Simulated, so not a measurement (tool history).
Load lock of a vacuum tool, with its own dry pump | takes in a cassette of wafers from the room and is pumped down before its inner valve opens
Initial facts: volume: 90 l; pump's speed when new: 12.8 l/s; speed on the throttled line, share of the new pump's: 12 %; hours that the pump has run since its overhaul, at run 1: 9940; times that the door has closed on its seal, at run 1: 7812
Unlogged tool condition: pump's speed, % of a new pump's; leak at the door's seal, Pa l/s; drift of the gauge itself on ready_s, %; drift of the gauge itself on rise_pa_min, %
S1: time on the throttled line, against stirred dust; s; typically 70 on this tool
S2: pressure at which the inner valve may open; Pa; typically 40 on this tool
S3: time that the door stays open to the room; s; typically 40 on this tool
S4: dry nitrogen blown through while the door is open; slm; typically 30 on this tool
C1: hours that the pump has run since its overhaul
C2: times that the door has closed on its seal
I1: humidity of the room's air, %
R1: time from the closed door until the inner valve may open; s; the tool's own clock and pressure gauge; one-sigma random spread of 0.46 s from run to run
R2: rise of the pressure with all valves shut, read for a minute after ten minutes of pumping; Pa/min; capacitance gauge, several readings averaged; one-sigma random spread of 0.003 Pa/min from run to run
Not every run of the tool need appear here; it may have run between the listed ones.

{"run": 1, "day": 0.0, "S1": 70, "S2": 40, "S3": 40, "S4": 30, "C1": 9940, "C2": 7812, "I1": 48.7, "R1": 124.5, "R2": 0.027}
{"run": 2, "day": 7.033, "S1": 70, "S2": 40, "S3": 40, "S4": 30, "C1": 10109, "C2": 8120, "I1": 48, "R1": 125, "R2": 0.022}
{"run": 3, "day": 10.192, "S1": 70, "S2": 40, "S3": 40, "S4": 30, "C1": 10184, "C2": 8258, "I1": 45.6, "R1": 125.2, "R2": 0.027}
{"run": 4, "day": 16.354, "S1": 117, "S2": 40, "S3": 40, "S4": 30, "C1": 10332, "C2": 8528, "I1": 43.2, "R1": 165.7, "R2": 0.022}
{"run": 5, "day": 20.662, "S1": 117, "S2": 40, "S3": 40, "S4": 30, "C1": 10436, "C2": 8716, "I1": 43.7, "R1": 165.4, "R2": 0.025}
{"run": 6, "day": 27.067, "S1": 70, "S2": 40, "S3": 75, "S4": 30, "C1": 10589, "C2": 8996, "I1": 44, "R1": 125.1, "R2": 0.029}
{"run": 7, "day": 32.992, "S1": 70, "S2": 40, "S3": 40, "S4": 30, "C1": 10732, "C2": 9255, "I1": 45.1, "R1": 125.2, "R2": 0.028}
{"run": 8, "day": 38.9, "S1": 70, "S2": 40, "S3": 40, "S4": 30, "C1": 10873, "C2": 9514, "I1": 43.9, "R1": 125.3, "R2": 0.027}
{"run": 9, "day": 45.908, "S1": 70, "S2": 40, "S3": 40, "S4": 11, "C1": 11042, "C2": 9820, "I1": 44.9, "R1": 125.7, "R2": 0.032}
{"run": 10, "day": 50.804, "S1": 70, "S2": 40, "S3": 40, "S4": 5, "C1": 11159, "C2": 10034, "I1": 43.4, "R1": 126, "R2": 0.039}
{"run": 11, "day": 57.392, "S1": 70, "S2": 40, "S3": 40, "S4": 5, "C1": 11317, "C2": 10323, "I1": 46.4, "R1": 125.9, "R2": 0.032}
{"run": 12, "day": 63.625, "S1": 70, "S2": 40, "S3": 40, "S4": 9, "C1": 11467, "C2": 10595, "I1": 45.9, "R1": 126.5, "R2": 0.036}
{"run": 13, "day": 66.683, "S1": 70, "S2": 40, "S3": 40, "S4": 30, "C1": 11540, "C2": 10729, "I1": 46.8, "R1": 126.7, "R2": 0.025}
{"run": 14, "day": 72.992, "S1": 70, "S2": 40, "S3": 40, "S4": 35, "C1": 11692, "C2": 11005, "I1": 44.7, "R1": 126.5, "R2": 0.026}
{"run": 15, "day": 78.096, "S1": 70, "S2": 40, "S3": 40, "S4": 35, "C1": 11814, "C2": 11228, "I1": 48.3, "R1": 126.7, "R2": 0.03}
{"run": 16, "day": 84.279, "S1": 57, "S2": 40, "S3": 119, "S4": 30, "C1": 11963, "C2": 11499, "I1": 45.1, "R1": 114.8, "R2": 0.033}
{"run": 17, "day": 91.254, "S1": 57, "S2": 40, "S3": 119, "S4": 30, "C1": 12130, "C2": 11804, "I1": 38.1, "R1": 114.9, "R2": 0.034}
{"run": 18, "day": 97.012, "S1": 120, "S2": 40, "S3": 40, "S4": 30, "C1": 12268, "C2": 12056, "I1": 47, "R1": 169.3, "R2": 0.03}
{"day": 97.588, "done": "dry pump taken out, an overhauled one fitted"}
{"run": 19, "day": 101.879, "S1": 120, "S2": 40, "S3": 40, "S4": 30, "C1": 103, "C2": 12257, "I1": 45.2, "R1": 160.2, "R2": 0.03}
{"run": 20, "day": 105.117, "S1": 120, "S2": 39, "S3": 40, "S4": 30, "C1": 181, "C2": 12399, "I1": 43.9, "R1": 159.6, "R2": 0.037}
{"run": 21, "day": 110.517, "S1": 48, "S2": 40, "S3": 123, "S4": 14, "C1": 310, "C2": 12635, "I1": 44.4, "R1": 97, "R2": 0.043}
{"run": 22, "day": 117.429, "S1": 48, "S2": 50, "S3": 177, "S4": 6, "C1": 476, "C2": 12938, "I1": 45.4, "R1": 95.4, "R2": 0.056}
{"run": 23, "day": 122.675, "S1": 39, "S2": 40, "S3": 231, "S4": 30, "C1": 602, "C2": 13167, "I1": 45, "R1": 88.9, "R2": 0.044}
{"run": 24, "day": 126.633, "S1": 39, "S2": 40, "S3": 231, "S4": 30, "C1": 697, "C2": 13340, "I1": 40.6, "R1": 89.4, "R2": 0.042}
{"run": 25, "day": 130.325, "S1": 39, "S2": 40, "S3": 231, "S4": 30, "C1": 786, "C2": 13502, "I1": 43.2, "R1": 89.5, "R2": 0.043}
{"run": 26, "day": 135.862, "S1": 70, "S2": 40, "S3": 40, "S4": 8, "C1": 919, "C2": 13744, "I1": 43.2, "R1": 116.7, "R2": 0.041}
{"run": 27, "day": 138.829, "S1": 70, "S2": 30, "S3": 165, "S4": 10, "C1": 990, "C2": 13873, "I1": 44.4, "R1": 119.7, "R2": 0.051}
{"run": 28, "day": 143.104, "S1": 95, "S2": 40, "S3": 123, "S4": 30, "C1": 1092, "C2": 14061, "I1": 45.6, "R1": 138.8, "R2": 0.042}

Alternative continuations, all from the tool just after run 28; predict every row:
{"run": "A", "day": 147.179, "S1": 59, "S2": 28, "S3": 55, "S4": 30, "C1": 1190, "C2": 14239, "I1": 43, "R1": "?", "R2": "?"}
{"run": "B", "day": 147.179, "S1": 70, "S2": 33, "S3": 231, "S4": 12, "C1": 1190, "C2": 14239, "I1": 44.2, "R1": "?", "R2": "?"}
{"run": "C", "day": 147.179, "S1": 95, "S2": 40, "S3": 33, "S4": 30, "C1": 1190, "C2": 14239, "I1": 45.5, "R1": "?", "R2": "?"}
{"run": "D", "day": 147.179, "S1": 90, "S2": 40, "S3": 40, "S4": 30, "C1": 1190, "C2": 14239, "I1": 41.9, "R1": "?", "R2": "?"}

run=A R1=110 R2=0.034
run=B R1=118.2 R2=0.051
run=C R1=138.9 R2=0.033
run=D R1=135 R2=0.033
Without the tool's hidden state the same runs would have given:
run=A R1=109.6 R2=0.015
run=B R1=117.8 R2=0.032
run=C R1=138.5 R2=0.014
run=D R1=134.6 R2=0.014

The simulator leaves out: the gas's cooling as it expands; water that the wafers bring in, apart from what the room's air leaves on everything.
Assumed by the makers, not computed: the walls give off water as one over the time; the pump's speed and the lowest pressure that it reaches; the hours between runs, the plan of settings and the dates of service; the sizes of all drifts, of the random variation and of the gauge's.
